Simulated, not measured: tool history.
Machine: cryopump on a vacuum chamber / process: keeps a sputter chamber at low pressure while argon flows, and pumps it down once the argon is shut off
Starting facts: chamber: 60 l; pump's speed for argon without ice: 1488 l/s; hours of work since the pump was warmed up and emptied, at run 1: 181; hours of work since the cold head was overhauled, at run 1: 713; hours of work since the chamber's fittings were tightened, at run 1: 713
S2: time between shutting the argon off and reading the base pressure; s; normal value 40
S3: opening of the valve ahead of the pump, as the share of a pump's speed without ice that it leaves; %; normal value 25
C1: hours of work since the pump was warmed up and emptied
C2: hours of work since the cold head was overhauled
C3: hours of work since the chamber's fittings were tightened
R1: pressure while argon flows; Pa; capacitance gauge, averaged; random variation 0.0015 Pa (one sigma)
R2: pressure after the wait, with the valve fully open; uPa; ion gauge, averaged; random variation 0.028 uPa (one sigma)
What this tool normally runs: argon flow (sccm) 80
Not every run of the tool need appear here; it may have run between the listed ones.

{"run": 1, "hour": 0.0, "argon flow (sccm)": 80, "S2": 40, "S3": 25, "C1": 181, "C2": 713, "C3": 713, "R1": 0.3687, "R2": 2.24}
{"run": 2, "hour": 17.8, "argon flow (sccm)": 80, "S2": 40, "S3": 25, "C1": 189, "C2": 722, "C3": 722, "R1": 0.3696, "R2": 2.34}
{"run": 3, "hour": 36.9, "argon flow (sccm)": 80, "S2": 40, "S3": 25, "C1": 198, "C2": 730, "C3": 730, "R1": 0.3702, "R2": 2.27}
{"run": 4, "hour": 56.6, "argon flow (sccm)": 45, "S2": 40, "S3": 25, "C1": 207, "C2": 739, "C3": 739, "R1": 0.2103, "R2": 2.41}
{"run": 5, "hour": 80.7, "argon flow (sccm)": 45, "S2": 40, "S3": 25, "C1": 218, "C2": 751, "C3": 751, "R1": 0.208, "R2": 2.37}
{"run": 6, "hour": 118.2, "argon flow (sccm)": 126, "S2": 40, "S3": 25, "C1": 235, "C2": 768, "C3": 768, "R1": 0.593, "R2": 2.35}
{"run": 7, "hour": 159.9, "argon flow (sccm)": 61, "S2": 40, "S3": 25, "C1": 254, "C2": 787, "C3": 787, "R1": 0.2835, "R2": 2.52}
{"run": 8, "hour": 185.9, "argon flow (sccm)": 88, "S2": 58, "S3": 34, "C1": 266, "C2": 799, "C3": 799, "R1": 0.3047, "R2": 2.1}
{"run": 9, "hour": 222.2, "argon flow (sccm)": 88, "S2": 58, "S3": 34, "C1": 283, "C2": 816, "C3": 816, "R1": 0.3063, "R2": 2.18}
{"run": 10, "hour": 261.8, "argon flow (sccm)": 80, "S2": 265, "S3": 30, "C1": 301, "C2": 834, "C3": 834, "R1": 0.3142, "R2": 1.55}
{"run": 11, "hour": 294.4, "argon flow (sccm)": 80, "S2": 33, "S3": 25, "C1": 316, "C2": 849, "C3": 849, "R1": 0.3733, "R2": 2.77}
{"run": 12, "hour": 317.5, "argon flow (sccm)": 56, "S2": 43, "S3": 17, "C1": 327, "C2": 859, "C3": 859, "R1": 0.3819, "R2": 2.48}

Forecast each of these 3 alternatives for the next run:
{"run": "A", "hour": 359.8, "argon flow (sccm)": 56, "S2": 52, "S3": 25, "C1": 346, "C2": 879, "C3": 879, "R1": "?", "R2": "?"}
{"run": "B", "hour": 359.8, "argon flow (sccm)": 66, "S2": 178, "S3": 25, "C1": 346, "C2": 879, "C3": 879, "R1": "?", "R2": "?"}
{"run": "C", "hour": 359.8, "argon flow (sccm)": 56, "S2": 26, "S3": 17, "C1": 346, "C2": 879, "C3": 879, "R1": "?", "R2": "?"}

run=A R1=0.265 R2=2.32
run=B R1=0.309 R2=1.73
run=C R1=0.3814 R2=3.19
The same runs, with their run-to-run variation unchanged, on a tool lacking any hidden condition would have given:
run=A R1=0.2566 R2=1.04
run=B R1=0.2992 R2=0.43
run=C R1=0.3731 R2=1.92
